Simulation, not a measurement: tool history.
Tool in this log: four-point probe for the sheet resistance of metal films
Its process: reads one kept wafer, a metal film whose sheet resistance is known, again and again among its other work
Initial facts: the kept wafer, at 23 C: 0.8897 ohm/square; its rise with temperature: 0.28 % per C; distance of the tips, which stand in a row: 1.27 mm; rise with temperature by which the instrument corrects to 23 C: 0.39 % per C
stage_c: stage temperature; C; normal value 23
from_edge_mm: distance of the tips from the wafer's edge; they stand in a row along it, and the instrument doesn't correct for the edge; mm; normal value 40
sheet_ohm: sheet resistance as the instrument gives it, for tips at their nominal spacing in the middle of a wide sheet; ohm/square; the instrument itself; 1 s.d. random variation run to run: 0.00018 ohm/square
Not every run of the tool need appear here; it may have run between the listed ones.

Run 1, day 0.000: usual settings. Result: sheet_ohm 0.890465 ohm/square.
Run 2, day 2.279: usual settings but from_edge_mm 19 mm. Result: sheet_ohm 0.892166 ohm/square.
Run 3, day 3.783: usual settings but from_edge_mm 19 mm. Result: sheet_ohm 0.891796 ohm/square.
Run 4, day 5.908: usual settings but from_edge_mm 19 mm. Result: sheet_ohm 0.891527 ohm/square.
Run 5, day 7.092: usual settings. Result: sheet_ohm 0.890149 ohm/square.
Run 6, day 9.262: usual settings. Result: sheet_ohm 0.890256 ohm/square.
Run 7, day 10.792: usual settings but from_edge_mm 5 mm. Result: sheet_ohm 0.919484 ohm/square.
Run 8, day 12.508: usual settings but stage_c 27 C, from_edge_mm 5 mm. Result: sheet_ohm 0.915786 ohm/square.
Run 9, day 14.242: usual settings but stage_c 34 C. Result: sheet_ohm 0.879837 ohm/square.
Run 10, day 15.342: usual settings but stage_c 34 C. Result: sheet_ohm 0.879805 ohm/square.
Run 11, day 17.421: usual settings but stage_c 34 C. Result: sheet_ohm 0.879834 ohm/square.
Run 12, day 19.467: usual settings. Result: sheet_ohm 0.890200 ohm/square.
Run 13, day 21.667: usual settings but from_edge_mm 8 mm. Result: sheet_ohm 0.901810 ohm/square.
Run 14, day 22.692: usual settings but from_edge_mm 43 mm. Result: sheet_ohm 0.890166 ohm/square.
Run 15, day 23.779: usual settings but stage_c 28 C, from_edge_mm 7 mm. Result: sheet_ohm 0.900448 ohm/square.
Run 16, day 25.708: usual settings but from_edge_mm 5 mm. Result: sheet_ohm 0.919378 ohm/square.
Run 17, day 26.950: usual settings but from_edge_mm 5 mm. Result: sheet_ohm 0.919767 ohm/square.
Run 18, day 27.879: usual settings but stage_c 24 C, from_edge_mm 5 mm. Result: sheet_ohm 0.918688 ohm/square.
Run 19, day 29.238: usual settings but stage_c 19 C, from_edge_mm 18 mm. Result: sheet_ohm 0.896060 ohm/square.
Run 20, day 31.183: usual settings but stage_c 19 C, from_edge_mm 18 mm. Result: sheet_ohm 0.896036 ohm/square.
Run 21, day 33.371: usual settings but stage_c 30 C, from_edge_mm 61 mm. Result: sheet_ohm 0.883241 ohm/square.
Run 22, day 35.383: usual settings but stage_c 24 C, from_edge_mm 30 mm. Result: sheet_ohm 0.889575 ohm/square.
Run 23, day 36.325: usual settings but stage_c 21 C. Result: sheet_ohm 0.892147 ohm/square.
Run 24, day 37.500: usual settings but stage_c 21 C. Result: sheet_ohm 0.891995 ohm/square.
Run 25, day 39.588: usual settings but stage_c 18 C, from_edge_mm 61 mm. Result: sheet_ohm 0.894855 ohm/square.
Run 26, day 41.592: usual settings but from_edge_mm 56 mm. Result: sheet_ohm 0.889838 ohm/square.
Run 27, day 43.692: usual settings but from_edge_mm 56 mm. Result: sheet_ohm 0.890118 ohm/square.
At day 44.271: stage's thermometer calibrated.
Run 28, day 44.888: usual settings but from_edge_mm 56 mm. Result: sheet_ohm 0.889993 ohm/square.

Consider 4 possible next runs. They are alternatives, not a sequence: every one starts from the tool as it was left by run 28. What does each give?
Run A, day 46.325: usual settings but stage_c 32 C, from_edge_mm 44 mm. Result: sheet_ohm ?.
Run B, day 46.325: usual settings but stage_c 29 C, from_edge_mm 60 mm. Result: sheet_ohm ?.
Run C, day 46.325: usual settings but from_edge_mm 6 mm. Result: sheet_ohm ?.
Run D, day 46.325: usual settings but stage_c 20 C. Result: sheet_ohm ?.

run  sheet_ohm
  A   0.882031
  B   0.884022
  C   0.910362
  D   0.893131
Without the tool's unlogged condition, the same runs would have read:
run  sheet_ohm
  A   0.882072
  B   0.884063
  C   0.910404
  D   0.893172
